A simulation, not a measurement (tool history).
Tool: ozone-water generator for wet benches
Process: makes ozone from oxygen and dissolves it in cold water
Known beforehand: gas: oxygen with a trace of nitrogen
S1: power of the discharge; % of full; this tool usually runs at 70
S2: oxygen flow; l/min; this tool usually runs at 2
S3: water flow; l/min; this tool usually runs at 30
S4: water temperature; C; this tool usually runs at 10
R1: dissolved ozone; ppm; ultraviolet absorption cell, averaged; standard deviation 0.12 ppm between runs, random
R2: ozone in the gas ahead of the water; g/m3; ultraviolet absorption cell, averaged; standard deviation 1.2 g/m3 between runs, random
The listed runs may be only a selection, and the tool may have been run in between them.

run 1 hour=0 | S1=70 S2=2 S3=30 S4=10 | R1=10.5 R2=211.7
run 2 hour=24.5 | S1=70 S2=2 S3=30 S4=10 | R1=10.4 R2=216.6
run 3 hour=47 | S1=70 S2=2 S3=30 S4=10 | R1=10.3 R2=216.3
run 4 hour=74.3 | S1=70 S2=2 S3=30 S4=10 | R1=10.3 R2=216.2
run 5 hour=110.2 | S1=70 S2=2 S3=30 S4=10 | R1=10.6 R2=214.1
run 6 hour=143.4 | S1=70 S2=2 S3=44 S4=10 | R1=6.7 R2=212.9
run 7 hour=182.2 | S1=70 S2=2.2 S3=30 S4=10 | R1=10.9 R2=205.5
run 8 hour=201.8 | S1=70 S2=2 S3=30 S4=7 | R1=10.5 R2=214
run 9 hour=239.4 | S1=70 S2=2 S3=30 S4=7 | R1=10.7 R2=214.3
run 10 hour=279.6 | S1=70 S2=2 S3=30 S4=7 | R1=10.4 R2=214.1
run 11 hour=303.7 | S1=70 S2=2 S3=30 S4=7 | R1=10.4 R2=213.4
run 12 hour=326 | S1=70 S2=2 S3=30 S4=7 | R1=10.5 R2=212
run 13 hour=344.6 | S1=70 S2=2 S3=30 S4=7 | R1=10.6 R2=211.8
run 14 hour=374.2 | S1=70 S2=2 S3=30 S4=10 | R1=10.3 R2=212.4
run 15 hour=396 | S1=70 S2=2 S3=30 S4=10 | R1=10.2 R2=212.8
run 16 hour=422.8 | S1=70 S2=2 S3=30 S4=10 | R1=10.3 R2=211.5
run 17 hour=449.9 | S1=70 S2=2 S3=30 S4=10 | R1=10.3 R2=212
run 18 hour=478.3 | S1=70 S2=2 S3=30 S4=10 | R1=10.6 R2=214
run 19 hour=499.7 | S1=70 S2=2 S3=30 S4=10 | R1=10.1 R2=213.9

What will run 20 give?
run 20 hour=518.3 | S1=52 S2=2.14 S3=30 S4=10 | R1=? R2=?

Logged for run 20: R1 8.4 ppm, R2 165.8 g/m3.
If the tool had no hidden condition, the same run with the same run-to-run variation would have returned R1 8.7 ppm, R2 170.3 g/m3.
